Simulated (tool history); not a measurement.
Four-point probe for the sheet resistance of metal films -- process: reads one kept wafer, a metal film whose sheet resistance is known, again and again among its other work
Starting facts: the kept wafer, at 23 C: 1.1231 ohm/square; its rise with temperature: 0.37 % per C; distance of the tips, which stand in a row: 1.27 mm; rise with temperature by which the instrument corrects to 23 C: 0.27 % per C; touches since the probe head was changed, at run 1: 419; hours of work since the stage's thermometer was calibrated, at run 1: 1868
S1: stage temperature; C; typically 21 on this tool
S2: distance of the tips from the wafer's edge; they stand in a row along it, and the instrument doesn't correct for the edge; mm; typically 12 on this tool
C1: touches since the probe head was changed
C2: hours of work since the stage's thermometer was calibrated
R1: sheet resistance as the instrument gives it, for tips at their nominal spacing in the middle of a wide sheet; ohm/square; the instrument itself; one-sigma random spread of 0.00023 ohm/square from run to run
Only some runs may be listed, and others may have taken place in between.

run,hour,S1,S2,C1,C2,R1
1,0,21,12,419,1868,1.12703
2,24.8,21,12,1478,1887,1.126725
3,44.2,21,12,2308,1901,1.126863
4,59.2,21,4,2945,1912,1.177966
5,79.1,21,12,3795,1927,1.126973
6,105.2,21,12,4912,1946,1.126337
7,129,21,12,5929,1964,1.126915
8,158.9,19,9,7206,1986,1.129352
9,173.9,23,5,7847,1997,1.15949
10,208.7,26,51,9332,2022,1.125832
11,239.5,23,62,10647,2045,1.1218

4 ways to go on from here, each from the tool as it stands after run 11. What would each give?
A,273.1,24,62,12083,2070,?
B,273.1,29,6,12083,2070,?
C,273.1,28,6,12083,2070,?
D,273.1,35,44,12083,2070,?

run,R1
A,1.122722
B,1.155094
C,1.153939
D,1.135914
Stripped of hidden state, with their random variation kept, the same runs would have yielded:
run,R1
A,1.123991
B,1.156337
C,1.155194
D,1.137057
